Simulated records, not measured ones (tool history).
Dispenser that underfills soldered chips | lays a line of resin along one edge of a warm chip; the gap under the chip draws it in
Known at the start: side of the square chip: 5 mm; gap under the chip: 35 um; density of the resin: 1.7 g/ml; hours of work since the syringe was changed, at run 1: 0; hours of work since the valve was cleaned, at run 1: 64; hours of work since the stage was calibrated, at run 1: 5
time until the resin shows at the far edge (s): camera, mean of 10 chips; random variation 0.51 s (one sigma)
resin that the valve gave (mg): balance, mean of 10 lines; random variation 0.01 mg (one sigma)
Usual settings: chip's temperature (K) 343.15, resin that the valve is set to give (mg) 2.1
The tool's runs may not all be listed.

| run | hour | chip's temperature (K) | resin that the valve is set to give (mg) | hours of work since the syringe was changed | hours of work since the valve was cleaned | hours of work since the stage was calibrated | time until the resin shows at the far edge (s) | resin that the valve gave (mg) |
|---|---|---|---|---|---|---|---|---|
| 1 | 0 | 343.15 | 2.1 | 0 | 64 | 5 | 40.3 | 1.98 |
| 2 | 4.3 | 343.15 | 2.1 | 3 | 67 | 8 | 48.3 | 1.96 |
| 3 | 6.6 | 343.15 | 2.1 | 4 | 69 | 9 | 54 | 1.97 |
|  | 10 | new syringe of resin |
| 4 | 11 | 343.15 | 2.1 | 1 | 71 | 12 | 45.7 | 1.96 |
|  | 14 | dispensing valve cleaned and set on the balance |
| 5 | 16.3 | 343.15 | 2.1 | 3 | 2 | 15 | 52.2 | 2.12 |
| 6 | 18.7 | 343.15 | 2.1 | 5 | 3 | 16 | 55.8 | 2.1 |
|  | 21.3 | new syringe of resin |
| 7 | 23.2 | 343.15 | 2.1 | 1 | 6 | 19 | 44.6 | 2.09 |
| 8 | 27.1 | 343.15 | 2.1 | 4 | 8 | 22 | 50.1 | 2.09 |
| 9 | 30.5 | 343.15 | 2.1 | 6 | 11 | 24 | 58 | 2.09 |
|  | 31.4 | new syringe of resin |
| 10 | 35.4 | 343.15 | 1.96 | 3 | 14 | 27 | 49.4 | 1.95 |
| 11 | 37.7 | 343.15 | 1.96 | 4 | 15 | 28 | 53.6 | 1.94 |
| 12 | 41 | 343.15 | 1.96 | 6 | 17 | 31 | 60.1 | 1.95 |
|  | 41.6 | new syringe of resin |
| 13 | 45.5 | 335.15 | 2.1 | 3 | 20 | 33 | 68.9 | 2.07 |
| 14 | 47.9 | 328.15 | 2.1 | 4 | 22 | 35 | 109.3 | 2.07 |
|  | 51.8 | new syringe of resin |
| 15 | 52.5 | 328.15 | 2.1 | 0 | 25 | 38 | 87.8 | 2.05 |
| 16 | 55.1 | 328.15 | 2.1 | 2 | 26 | 40 | 97.4 | 2.06 |
| 17 | 58.4 | 343.15 | 2.1 | 4 | 29 | 42 | 54.3 | 2.07 |
|  | 62 | new syringe of resin |
| 18 | 62.5 | 331.15 | 2.1 | 0 | 31 | 44 | 75.9 | 2.05 |
| 19 | 65 | 348.15 | 1.8 | 2 | 33 | 46 | 39.9 | 1.76 |

The next listed run, before its measurement:
| 20 | 68.2 | 342.15 | 1.8 | 4 | 35 | 48 | ? | ? |

Run 20 gave time until the resin shows at the far edge (s) 59, resin that the valve gave (mg) 1.76.
Without the tool's hidden state the same run would have given time until the resin shows at the far edge (s) 45.5, resin that the valve gave (mg) 1.81.
